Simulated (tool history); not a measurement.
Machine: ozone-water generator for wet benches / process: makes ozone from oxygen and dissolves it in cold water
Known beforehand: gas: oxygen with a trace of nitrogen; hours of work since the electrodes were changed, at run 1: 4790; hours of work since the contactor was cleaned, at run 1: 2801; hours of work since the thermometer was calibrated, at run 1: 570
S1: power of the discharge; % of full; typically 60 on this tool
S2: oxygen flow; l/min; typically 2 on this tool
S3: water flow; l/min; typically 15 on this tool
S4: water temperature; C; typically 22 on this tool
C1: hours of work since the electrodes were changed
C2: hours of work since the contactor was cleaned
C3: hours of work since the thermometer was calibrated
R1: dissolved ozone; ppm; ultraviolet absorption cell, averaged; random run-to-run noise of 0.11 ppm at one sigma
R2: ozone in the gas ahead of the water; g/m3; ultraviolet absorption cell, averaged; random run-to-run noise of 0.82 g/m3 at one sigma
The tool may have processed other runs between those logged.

run 1 hour=0 | S1=60 S2=2 S3=15 S4=22 | C1=4790 C2=2801 C3=570 | R1=6.2 R2=94.9
run 2 hour=149.6 | S1=60 S2=2 S3=15 S4=22 | C1=4908 C2=2919 C3=688 | R1=5.9 R2=94.4
run 3 hour=305.9 | S1=60 S2=2 S3=15 S4=22 | C1=5032 C2=3043 C3=812 | R1=5.9 R2=93.2
run 4 hour=519.3 | S1=60 S2=2 S3=15 S4=22 | C1=5200 C2=3212 C3=980 | R1=5.9 R2=92
run 5 hour=665.2 | S1=60 S2=2 S3=10 S4=22 | C1=5316 C2=3327 C3=1096 | R1=8.5 R2=90.8
run 6 hour=866.4 | S1=60 S2=2 S3=10 S4=22 | C1=5475 C2=3486 C3=1255 | R1=8 R2=89.9
run 7 hour=984.5 | S1=60 S2=2 S3=10 S4=22 | C1=5568 C2=3579 C3=1348 | R1=8.1 R2=88.7
run 8 hour=1166.6 | S1=60 S2=2 S3=15 S4=22 | C1=5712 C2=3723 C3=1492 | R1=5.7 R2=87.2
run 9 hour=1321.3 | S1=60 S2=2.27 S3=15 S4=22 | C1=5834 C2=3846 C3=1615 | R1=5.5 R2=81.8
-- hour=1360.2 electrodes of the discharge changed
-- hour=1388.3 contactor cleaned
run 10 hour=1525.6 | S1=60 S2=2.27 S3=15 S4=22 | C1=128 C2=109 C3=1768 | R1=8.7 R2=121.4
run 11 hour=1749.2 | S1=50 S2=2.27 S3=15 S4=25 | C1=304 C2=285 C3=1945 | R1=7.6 R2=108.9
run 12 hour=1911.5 | S1=85 S2=2 S3=15 S4=22 | C1=433 C2=414 C3=2073 | R1=9.6 R2=147.5
run 13 hour=2036.6 | S1=85 S2=2 S3=9 S4=27 | C1=532 C2=513 C3=2172 | R1=14.2 R2=148.7
run 14 hour=2240.4 | S1=52 S2=1.07 S3=19 S4=22 | C1=693 C2=674 C3=2333 | R1=5 R2=161
run 15 hour=2454.1 | S1=50 S2=1.33 S3=22 S4=17 | C1=862 C2=843 C3=2502 | R1=4.4 R2=139.4
run 16 hour=2669.7 | S1=76 S2=2 S3=15 S4=22 | C1=1032 C2=1013 C3=2673 | R1=8.9 R2=135.5

Predict each of these 4 candidate next runs independently; none follows another, all start after run 16:
run A hour=2806.6 | S1=91 S2=2 S3=14 S4=22 | C1=1140 C2=1121 C3=2781 | R1=? R2=?
run B hour=2806.6 | S1=76 S2=2 S3=17 S4=17 | C1=1140 C2=1121 C3=2781 | R1=? R2=?
run C hour=2806.6 | S1=58 S2=2 S3=15 S4=22 | C1=1140 C2=1121 C3=2781 | R1=? R2=?
run D hour=2806.6 | S1=62 S2=2 S3=15 S4=15 | C1=1140 C2=1121 C3=2781 | R1=? R2=?

run=A R1=10.4 R2=148.6
run=B R1=8.3 R2=134.2
run=C R1=7.7 R2=119.1
run=D R1=8.6 R2=122.4
Without the tool's unlogged condition, the same runs would have read:
run=A R1=11.5 R2=161.6
run=B R1=9.2 R2=145.1
run=C R1=8.4 R2=127.5
run=D R1=9.4 R2=131.2
